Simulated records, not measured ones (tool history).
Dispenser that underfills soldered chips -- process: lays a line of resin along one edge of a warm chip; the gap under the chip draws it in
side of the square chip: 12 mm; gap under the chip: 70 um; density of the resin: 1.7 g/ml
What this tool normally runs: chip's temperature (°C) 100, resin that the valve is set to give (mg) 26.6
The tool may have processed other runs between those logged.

run	hour	chip's temperature (°C)	resin that the valve is set to give (mg)	time until the resin shows at the far edge (s)	resin that the valve gave (mg)
1	0.0	100	26.6	32.1	25.55
2	6.0	87	26.6	69.5	25.36
# hour 9.6: new syringe of resin
3	12.8	110	26.6	29.9	25.39
4	18.0	100	26.6	54.7	25.37
# hour 20.1: new syringe of resin
5	22.4	100	26.6	36.8	25.12
6	25.8	100	26.6	46.2	24.97
# hour 30.6: new syringe of resin
7	31.5	100	26.6	32.5	25.30
# hour 35.4: dispensing valve cleaned and set on the balance
8	37.6	100	26.6	45.9	26.59
9	41.1	100	26.6	60.2	26.68
# hour 41.7: new syringe of resin
10	44.2	100	26.6	35.3	26.47
11	49.1	100	26.6	50.0	26.67
# hour 51.9: new syringe of resin
12	52.7	100	26.6	32.2	26.44
13	58.3	100	26.6	47.1	26.51
# hour 62.2: new syringe of resin
14	64.1	100	31.7	34.2	31.40
15	69.9	100	31.7	50.1	31.18
# hour 72.4: new syringe of resin
16	73.5	100	31.7	31.8	31.33
17	78.3	100	26.6	44.1	25.92
# hour 82.5: new syringe of resin
18	82.7	100	26.6	30.4	26.09
19	85.6	100	26.6	37.5	26.12
20	90.6	108	33.1	41.7	32.37
# hour 92.7: new syringe of resin
21	93.7	108	33.1	26.1	32.25
22	97.0	106	31.3	34.4	30.37
23	101.2	100	34.3	53.5	33.28
# hour 102.9: new syringe of resin
24	107.0	98	30.0	39.6	28.90
# hour 113.3: new syringe of resin
25	113.7	105	28.1	27.4	27.21
26	118.8	105	28.1	38.8	26.64
27	121.5	105	23.0	48.4	22.05
# hour 123.7: new syringe of resin
28	125.2	86	24.5	48.9	23.50
29	131.3	86	24.5	74.4	23.33
# hour 134.0: new syringe of resin
30	134.9	90	25.1	41.3	23.85
31	141.1	97	29.0	53.2	27.33
# hour 144.6: dispensing valve cleaned and set on the balance
# hour 145.4: new syringe of resin
32	146.6	86	31.2	46.5	31.12
33	149.7	86	34.3	56.3	34.46
34	153.4	108	33.6	41.9	33.36
# hour 155.8: new syringe of resin
35	158.8	91	26.5	45.2	26.22
36	162.0	92	26.6	55.9	26.37

Consider 3 possible next runs. They are alternatives, not a sequence: every one starts from the tool as it was left by run 36. What does each give?
# hour 166.0: new syringe of resin
A	168.0	107	33.3	?	?
# hour 166.0: new syringe of resin
B	168.0	86	23.1	?	?
# hour 166.0: new syringe of resin
C	168.0	86	26.6	?	?

run	time until the resin shows at the far edge (s)	resin that the valve gave (mg)
A	27.9	32.79
B	49.0	22.73
C	49.1	26.33
Take away the tool's hidden state, keep each run's random variation, and the runs would have read:
run	time until the resin shows at the far edge (s)	resin that the valve gave (mg)
A	26.8	33.23
B	47.4	23.03
C	47.6	26.68

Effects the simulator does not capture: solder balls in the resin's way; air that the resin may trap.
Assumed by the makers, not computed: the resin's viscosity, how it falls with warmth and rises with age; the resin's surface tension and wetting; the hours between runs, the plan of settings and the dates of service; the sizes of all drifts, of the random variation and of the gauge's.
